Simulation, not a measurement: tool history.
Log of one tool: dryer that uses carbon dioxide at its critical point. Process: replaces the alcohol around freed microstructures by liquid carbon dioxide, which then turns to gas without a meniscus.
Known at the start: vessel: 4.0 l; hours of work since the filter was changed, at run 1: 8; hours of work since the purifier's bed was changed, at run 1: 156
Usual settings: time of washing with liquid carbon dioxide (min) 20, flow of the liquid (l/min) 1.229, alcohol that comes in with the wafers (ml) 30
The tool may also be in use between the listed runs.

| run | hour | time of washing with liquid carbon dioxide (min) | flow of the liquid (l/min) | alcohol that comes in with the wafers (ml) | hours of work since the filter was changed | hours of work since the purifier's bed was changed | alcohol left in the vessel before it's heated (ppm by volume) |
|---|---|---|---|---|---|---|---|
| 1 | 0 | 20 | 1.229 | 30 | 8 | 156 | 72 |
| 2 | 11.2 | 20 | 1.229 | 30 | 13 | 161 | 76 |
| 3 | 17.5 | 20 | 1.229 | 30 | 16 | 164 | 71 |
| 4 | 26.6 | 20 | 1.229 | 30 | 19 | 168 | 85 |
| 5 | 34.4 | 20 | 1.229 | 30 | 23 | 171 | 70 |
| 6 | 40.9 | 20 | 1.229 | 30 | 26 | 174 | 85 |
| 7 | 51.6 | 20 | 1.229 | 30 | 30 | 179 | 78 |
| 8 | 59.9 | 20 | 1.98 | 30 | 34 | 182 | 36 |
| 9 | 71 | 20 | 1.98 | 30 | 38 | 187 | 52 |
| 10 | 81.2 | 24 | 1.229 | 30 | 43 | 191 | 57 |
| 11 | 90.9 | 20 | 0.81 | 30 | 47 | 195 | 276 |
| 12 | 96.9 | 26 | 0.81 | 30 | 49 | 198 | 114 |
| 13 | 106.2 | 26 | 0.81 | 30 | 53 | 202 | 134 |
| 14 | 113.6 | 15 | 1.33 | 81 | 57 | 205 | 325 |
| 15 | 120.5 | 14 | 1.46 | 30 | 60 | 208 | 136 |
| 16 | 125.8 | 18 | 1.87 | 60 | 62 | 210 | 64 |
| 17 | 133.4 | 18 | 1.87 | 60 | 65 | 213 | 64 |

Forecast each of these 5 alternatives for the next run:
| A | 143.1 | 21 | 1.28 | 117 | 69 | 218 | ? |
| B | 143.1 | 30 | 1.229 | 30 | 69 | 218 | ? |
| C | 143.1 | 19 | 1.46 | 91 | 69 | 218 | ? |
| D | 143.1 | 18 | 1.87 | 47 | 69 | 218 | ? |
| E | 143.1 | 20 | 1.23 | 30 | 69 | 218 | ? |

| run | alcohol left in the vessel before it's heated (ppm by volume) |
|---|---|
| A | 131 |
| B | 52 |
| C | 113 |
| D | 66 |
| E | 87 |
Without the tool's hidden state the same runs would have given:
| run | alcohol left in the vessel before it's heated (ppm by volume) |
|---|---|
| A | 74 |
| B | 8 |
| C | 61 |
| D | 21 |
| E | 37 |
